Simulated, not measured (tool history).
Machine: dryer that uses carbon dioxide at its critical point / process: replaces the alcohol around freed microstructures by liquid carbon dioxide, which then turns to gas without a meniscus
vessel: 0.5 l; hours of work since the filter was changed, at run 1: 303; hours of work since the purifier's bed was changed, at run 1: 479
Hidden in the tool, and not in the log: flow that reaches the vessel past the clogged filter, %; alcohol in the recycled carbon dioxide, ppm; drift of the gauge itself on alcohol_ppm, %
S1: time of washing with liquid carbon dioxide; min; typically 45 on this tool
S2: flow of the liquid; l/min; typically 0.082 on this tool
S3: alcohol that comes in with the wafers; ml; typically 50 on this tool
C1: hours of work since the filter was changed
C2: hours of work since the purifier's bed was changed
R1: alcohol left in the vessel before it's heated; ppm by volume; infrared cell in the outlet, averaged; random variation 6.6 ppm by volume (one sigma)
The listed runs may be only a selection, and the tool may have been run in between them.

{"run": 1, "hour": 0.0, "S1": 45, "S2": 0.082, "S3": 50, "C1": 303, "C2": 479, "R1": 569}
{"run": 2, "hour": 12.3, "S1": 45, "S2": 0.082, "S3": 50, "C1": 311, "C2": 487, "R1": 588}
{"run": 3, "hour": 30.5, "S1": 45, "S2": 0.082, "S3": 50, "C1": 323, "C2": 499, "R1": 579}
{"run": 4, "hour": 52.4, "S1": 45, "S2": 0.082, "S3": 50, "C1": 338, "C2": 513, "R1": 591}
{"run": 5, "hour": 75.1, "S1": 45, "S2": 0.082, "S3": 50, "C1": 353, "C2": 528, "R1": 609}
{"run": 6, "hour": 90.7, "S1": 45, "S2": 0.082, "S3": 50, "C1": 363, "C2": 539, "R1": 610}
{"run": 7, "hour": 113.5, "S1": 45, "S2": 0.082, "S3": 50, "C1": 378, "C2": 554, "R1": 624}
{"run": 8, "hour": 125.7, "S1": 45, "S2": 0.082, "S3": 50, "C1": 386, "C2": 562, "R1": 668}
{"run": 9, "hour": 146.5, "S1": 45, "S2": 0.082, "S3": 50, "C1": 400, "C2": 575, "R1": 642}
{"run": 10, "hour": 159.7, "S1": 45, "S2": 0.082, "S3": 50, "C1": 408, "C2": 584, "R1": 668}
{"run": 11, "hour": 176.8, "S1": 45, "S2": 0.082, "S3": 50, "C1": 420, "C2": 595, "R1": 672}
{"run": 12, "hour": 199.9, "S1": 45, "S2": 0.082, "S3": 50, "C1": 435, "C2": 611, "R1": 685}
{"run": 13, "hour": 225.7, "S1": 45, "S2": 0.082, "S3": 50, "C1": 452, "C2": 628, "R1": 708}
{"run": 14, "hour": 241.8, "S1": 31, "S2": 0.082, "S3": 50, "C1": 462, "C2": 638, "R1": 3085}
{"run": 15, "hour": 267.2, "S1": 31, "S2": 0.082, "S3": 50, "C1": 479, "C2": 655, "R1": 3110}
{"hour": 277.3, "done": "inlet filter changed"}
{"run": 16, "hour": 286.1, "S1": 31, "S2": 0.082, "S3": 50, "C1": 6, "C2": 667, "R1": 1908}
{"run": 17, "hour": 300.3, "S1": 31, "S2": 0.082, "S3": 50, "C1": 15, "C2": 676, "R1": 1945}
{"run": 18, "hour": 316.6, "S1": 31, "S2": 0.082, "S3": 50, "C1": 26, "C2": 687, "R1": 1960}
{"run": 19, "hour": 335.7, "S1": 31, "S2": 0.082, "S3": 50, "C1": 38, "C2": 699, "R1": 2006}
{"run": 20, "hour": 352.3, "S1": 31, "S2": 0.082, "S3": 50, "C1": 49, "C2": 710, "R1": 1994}
{"run": 21, "hour": 364.3, "S1": 31, "S2": 0.082, "S3": 50, "C1": 57, "C2": 718, "R1": 2066}
{"run": 22, "hour": 381.6, "S1": 45, "S2": 0.082, "S3": 50, "C1": 69, "C2": 730, "R1": 479}
{"run": 23, "hour": 395.7, "S1": 69, "S2": 0.082, "S3": 50, "C1": 78, "C2": 739, "R1": 183}
{"run": 24, "hour": 410.8, "S1": 45, "S2": 0.082, "S3": 24, "C1": 88, "C2": 749, "R1": 318}
{"run": 25, "hour": 430.5, "S1": 52, "S2": 0.0616, "S3": 65, "C1": 101, "C2": 762, "R1": 1030}
{"run": 26, "hour": 444.3, "S1": 37, "S2": 0.0657, "S3": 65, "C1": 110, "C2": 771, "R1": 3230}
{"run": 27, "hour": 462.4, "S1": 38, "S2": 0.0598, "S3": 113, "C1": 122, "C2": 783, "R1": 6893}
{"run": 28, "hour": 473.8, "S1": 38, "S2": 0.0598, "S3": 113, "C1": 129, "C2": 790, "R1": 6737}
{"run": 29, "hour": 495.9, "S1": 30, "S2": 0.1259, "S3": 51, "C1": 144, "C2": 805, "R1": 548}
{"run": 30, "hour": 507.0, "S1": 45, "S2": 0.0922, "S3": 50, "C1": 151, "C2": 812, "R1": 354}
{"run": 31, "hour": 521.1, "S1": 45, "S2": 0.1018, "S3": 24, "C1": 161, "C2": 822, "R1": 231}
{"hour": 540.3, "done": "purifier's bed changed"}
{"run": 32, "hour": 544.9, "S1": 47, "S2": 0.1334, "S3": 72, "C1": 174, "C2": 3, "R1": 20}
{"run": 33, "hour": 563.5, "S1": 57, "S2": 0.0938, "S3": 31, "C1": 187, "C2": 15, "R1": 31}
{"run": 34, "hour": 589.3, "S1": 51, "S2": 0.1016, "S3": 67, "C1": 204, "C2": 32, "R1": 78}
{"run": 35, "hour": 603.0, "S1": 45, "S2": 0.082, "S3": 27, "C1": 213, "C2": 41, "R1": 226}
{"run": 36, "hour": 619.4, "S1": 45, "S2": 0.082, "S3": 27, "C1": 223, "C2": 52, "R1": 235}
{"run": 37, "hour": 634.8, "S1": 40, "S2": 0.0693, "S3": 108, "C1": 234, "C2": 62, "R1": 3494}
{"run": 38, "hour": 648.8, "S1": 67, "S2": 0.1171, "S3": 79, "C1": 243, "C2": 72, "R1": 18}
{"run": 39, "hour": 665.3, "S1": 39, "S2": 0.0724, "S3": 50, "C1": 254, "C2": 82, "R1": 1546}
{"run": 40, "hour": 682.9, "S1": 36, "S2": 0.0724, "S3": 64, "C1": 265, "C2": 94, "R1": 2794}
{"run": 41, "hour": 703.4, "S1": 27, "S2": 0.1215, "S3": 65, "C1": 279, "C2": 107, "R1": 1165}
{"run": 42, "hour": 721.5, "S1": 31, "S2": 0.082, "S3": 50, "C1": 291, "C2": 119, "R1": 2444}
{"run": 43, "hour": 741.5, "S1": 44, "S2": 0.0699, "S3": 71, "C1": 304, "C2": 133, "R1": 1630}
{"run": 44, "hour": 758.5, "S1": 42, "S2": 0.0491, "S3": 28, "C1": 315, "C2": 144, "R1": 2660}
{"run": 45, "hour": 775.3, "S1": 45, "S2": 0.0883, "S3": 58, "C1": 326, "C2": 155, "R1": 433}
{"run": 46, "hour": 792.3, "S1": 45, "S2": 0.0883, "S3": 58, "C1": 337, "C2": 166, "R1": 426}
{"run": 47, "hour": 805.3, "S1": 29, "S2": 0.0574, "S3": 52, "C1": 346, "C2": 175, "R1": 9241}
{"run": 48, "hour": 829.2, "S1": 29, "S2": 0.0574, "S3": 52, "C1": 362, "C2": 190, "R1": 9548}

Here are 3 independent what-if runs from the current tool condition. What would each one return?
{"run": "A", "hour": 845.3, "S1": 29, "S2": 0.0918, "S3": 52, "C1": 372, "C2": 201, "R1": "?"}
{"run": "B", "hour": 845.3, "S1": 41, "S2": 0.0769, "S3": 52, "C1": 372, "C2": 201, "R1": "?"}
{"run": "C", "hour": 845.3, "S1": 30, "S2": 0.0954, "S3": 42, "C1": 372, "C2": 201, "R1": "?"}

run=A R1=2378
run=B R1=1189
run=C R1=1514
With the hidden condition removed and each run's random variation left untouched, the same runs would have given:
run=A R1=1494
run=B R1=675
run=C R1=909
